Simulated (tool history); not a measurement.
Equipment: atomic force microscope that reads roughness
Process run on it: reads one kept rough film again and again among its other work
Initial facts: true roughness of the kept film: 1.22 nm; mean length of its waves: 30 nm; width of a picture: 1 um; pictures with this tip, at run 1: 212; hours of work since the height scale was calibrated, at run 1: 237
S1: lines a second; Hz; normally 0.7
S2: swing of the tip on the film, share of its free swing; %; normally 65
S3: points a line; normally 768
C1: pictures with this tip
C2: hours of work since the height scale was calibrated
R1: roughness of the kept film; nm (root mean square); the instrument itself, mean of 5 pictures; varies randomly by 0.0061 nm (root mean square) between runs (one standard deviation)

{"run": 1, "hour": 0.0, "S1": 0.7, "S2": 65, "S3": 768, "C1": 212, "C2": 237, "R1": 1.07}
{"run": 2, "hour": 15.9, "S1": 0.7, "S2": 65, "S3": 768, "C1": 243, "C2": 247, "R1": 1.044}
{"hour": 26.0, "done": "new tip fitted"}
{"run": 3, "hour": 35.4, "S1": 0.7, "S2": 65, "S3": 768, "C1": 18, "C2": 259, "R1": 1.148}
{"run": 4, "hour": 44.9, "S1": 0.7, "S2": 65, "S3": 768, "C1": 37, "C2": 265, "R1": 1.133}
{"run": 5, "hour": 55.1, "S1": 0.7, "S2": 65, "S3": 768, "C1": 57, "C2": 271, "R1": 1.128}
{"run": 6, "hour": 65.0, "S1": 0.7, "S2": 65, "S3": 768, "C1": 76, "C2": 277, "R1": 1.121}
{"run": 7, "hour": 82.4, "S1": 0.7, "S2": 65, "S3": 768, "C1": 110, "C2": 288, "R1": 1.107}
{"run": 8, "hour": 94.0, "S1": 0.7, "S2": 65, "S3": 768, "C1": 133, "C2": 296, "R1": 1.102}
{"run": 9, "hour": 114.0, "S1": 0.7, "S2": 65, "S3": 768, "C1": 172, "C2": 308, "R1": 1.09}
{"run": 10, "hour": 127.6, "S1": 0.7, "S2": 65, "S3": 768, "C1": 198, "C2": 317, "R1": 1.083}
{"run": 11, "hour": 147.0, "S1": 0.7, "S2": 65, "S3": 768, "C1": 236, "C2": 329, "R1": 1.061}
{"run": 12, "hour": 156.2, "S1": 0.7, "S2": 65, "S3": 366, "C1": 254, "C2": 335, "R1": 1.048}
{"hour": 160.5, "done": "new tip fitted"}
{"run": 13, "hour": 170.9, "S1": 0.7, "S2": 65, "S3": 366, "C1": 20, "C2": 343, "R1": 1.14}
{"run": 14, "hour": 185.2, "S1": 0.7, "S2": 65, "S3": 366, "C1": 48, "C2": 352, "R1": 1.128}
{"run": 15, "hour": 200.7, "S1": 0.7, "S2": 68, "S3": 366, "C1": 78, "C2": 362, "R1": 1.109}
{"run": 16, "hour": 221.8, "S1": 0.7, "S2": 68, "S3": 366, "C1": 119, "C2": 375, "R1": 1.095}
{"run": 17, "hour": 231.2, "S1": 1.816, "S2": 68, "S3": 387, "C1": 138, "C2": 381, "R1": 1.036}
{"run": 18, "hour": 246.1, "S1": 3.082, "S2": 67, "S3": 265, "C1": 167, "C2": 390, "R1": 0.967}
{"run": 19, "hour": 258.5, "S1": 1.609, "S2": 67, "S3": 262, "C1": 191, "C2": 398, "R1": 1.025}
{"run": 20, "hour": 279.5, "S1": 1.609, "S2": 74, "S3": 262, "C1": 232, "C2": 411, "R1": 0.976}
{"run": 21, "hour": 293.8, "S1": 1.609, "S2": 59, "S3": 262, "C1": 260, "C2": 420, "R1": 1.012}
{"hour": 296.3, "done": "new tip fitted"}
{"run": 22, "hour": 305.2, "S1": 1.609, "S2": 64, "S3": 262, "C1": 17, "C2": 427, "R1": 1.09}
{"run": 23, "hour": 319.5, "S1": 1.787, "S2": 66, "S3": 263, "C1": 45, "C2": 436, "R1": 1.071}
{"run": 24, "hour": 338.3, "S1": 1.787, "S2": 66, "S3": 263, "C1": 82, "C2": 448, "R1": 1.054}
{"run": 25, "hour": 351.2, "S1": 1.787, "S2": 83, "S3": 387, "C1": 107, "C2": 456, "R1": 0.95}
{"run": 26, "hour": 361.5, "S1": 1.787, "S2": 83, "S3": 387, "C1": 127, "C2": 462, "R1": 0.948}
{"run": 27, "hour": 370.3, "S1": 1.371, "S2": 83, "S3": 387, "C1": 144, "C2": 468, "R1": 0.986}
{"run": 28, "hour": 391.4, "S1": 1.371, "S2": 83, "S3": 387, "C1": 185, "C2": 481, "R1": 0.971}
{"run": 29, "hour": 402.9, "S1": 1.371, "S2": 83, "S3": 472, "C1": 208, "C2": 488, "R1": 0.954}
{"run": 30, "hour": 415.1, "S1": 3.251, "S2": 65, "S3": 768, "C1": 232, "C2": 496, "R1": 0.97}
{"run": 31, "hour": 429.1, "S1": 3.251, "S2": 65, "S3": 779, "C1": 259, "C2": 505, "R1": 0.957}
{"hour": 431.3, "done": "new tip fitted"}
{"run": 32, "hour": 445.7, "S1": 0.7, "S2": 79, "S3": 276, "C1": 28, "C2": 515, "R1": 1.1}

Forecast each of these 5 alternatives for the next run:
{"run": "A", "hour": 467.5, "S1": 0.7, "S2": 87, "S3": 276, "C1": 70, "C2": 528, "R1": "?"}
{"run": "B", "hour": 467.5, "S1": 0.773, "S2": 57, "S3": 993, "C1": 70, "C2": 528, "R1": "?"}
{"run": "C", "hour": 467.5, "S1": 0.574, "S2": 65, "S3": 355, "C1": 70, "C2": 528, "R1": "?"}
{"run": "D", "hour": 467.5, "S1": 2.426, "S2": 81, "S3": 307, "C1": 70, "C2": 528, "R1": "?"}
{"run": "E", "hour": 467.5, "S1": 3.872, "S2": 79, "S3": 276, "C1": 70, "C2": 528, "R1": "?"}

run=A R1=1.05
run=B R1=1.141
run=C R1=1.123
run=D R1=0.929
run=E R1=0.858
With no hidden state in the tool, these same runs would have given:
run=A R1=1.074
run=B R1=1.168
run=C R1=1.149
run=D R1=0.95
run=E R1=0.878
